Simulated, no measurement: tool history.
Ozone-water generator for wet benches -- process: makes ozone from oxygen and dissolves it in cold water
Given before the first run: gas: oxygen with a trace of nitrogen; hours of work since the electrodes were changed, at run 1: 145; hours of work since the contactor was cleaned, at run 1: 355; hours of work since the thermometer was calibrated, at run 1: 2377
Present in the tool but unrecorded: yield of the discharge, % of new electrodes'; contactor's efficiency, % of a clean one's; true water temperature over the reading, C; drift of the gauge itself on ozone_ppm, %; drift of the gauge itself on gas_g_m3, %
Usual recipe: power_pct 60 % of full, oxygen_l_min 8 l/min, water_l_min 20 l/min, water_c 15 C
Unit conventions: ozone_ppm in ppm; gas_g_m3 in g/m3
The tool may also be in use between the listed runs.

run	hour	power_pct	oxygen_l_min	water_l_min	water_c	hours of work since the electrodes were changed	hours of work since the contactor was cleaned	hours of work since the thermometer was calibrated	ozone_ppm	gas_g_m3
1	0	60	8	20	15	145	355	2377	23.1	200.7
2	32.4	60	8	20	15	168	378	2400	23.3	197.1
3	53	60	8	20	15	182	393	2415	23.4	197.5
4	77.8	60	8	20	15	200	410	2433	23.1	198
5	94.8	60	8	20	15	212	422	2445	23.3	197
6	114.6	60	8	20	15	226	436	2459	23	196.5
7	140.2	60	13.58	20	15	244	455	2477	22.9	158.7
8	168.9	60	9.59	20	15	265	475	2497	23.1	184.3
9	188.5	60	9.55	20	15	279	489	2511	23.5	183.3
10	212.7	60	9.55	20	11	296	506	2528	25.2	183.4
11	234.3	60	9.55	20	11	311	521	2544	25.2	182.5
12	267	60	9.55	20	11	334	545	2567	24.9	183.2
13	299	60	9.55	20	11	357	567	2590	25.2	182.7
14	334.9	60	9.55	20	11	382	593	2615	25.1	183.4
15	363.5	60	9.55	20	13	403	613	2635	23.9	181.9
16	398.3	52	8	20	15	428	638	2660	20.7	176.2
17	424.9	52	8	20	15	446	657	2679	20.9	177.4
18	451.7	78	8	17	15	465	676	2698	30.7	234.4
19	471.6	78	8	17	15	480	690	2712	30.2	233.6
20	492.8	78	8	17	15	495	705	2727	30.2	232.9
21	512.7	77	5.04	13	16	509	719	2741	34.5	278.3
22	545.3	55	6.35	18	16	532	742	2765	22.4	205.4
23	572.3	55	4.06	18	22	551	761	2784	19.3	243.2
24	597.3	55	4.06	18	22	569	779	2801	19.5	242.9
25	624.9	71	9.34	20	15	588	799	2821	25.9	206.5
26	653.1	71	9.34	20	15	608	819	2841	25.6	205.8
27	669.9	50	6.91	20	7	620	831	2853	22.3	183.2
28	686.8	76	8	26	15	632	843	2865	22	229.7
29	709.5	60	5.21	20	7	649	859	2881	24.2	234.7
30	724.9	54	5.21	20	9	659	870	2892	21.4	215.2
31	756.2	68	7.27	20	9	682	892	2914	27.2	220.1
32	785.5	60	10.13	13	15	702	913	2935	29	176.6

Alternative continuations, all from the tool just after run 32; predict every row:
A	810.7	60	7.31	20	15	720	931	2953	?	?
B	810.7	60	8	21	15	720	931	2953	?	?
C	810.7	60	13.61	20	7	720	931	2953	?	?
D	810.7	60	10.13	18	17	720	931	2953	?	?

run	ozone_ppm	gas_g_m3
A	22.5	201.5
B	22	191.8
C	26.2	154.1
D	23.2	178
The same runs, with their run-to-run variation unchanged, on a tool lacking any hidden condition would have given:
run	ozone_ppm	gas_g_m3
A	23.5	206.4
B	23	196.5
C	27.4	157.8
D	24.3	182.3
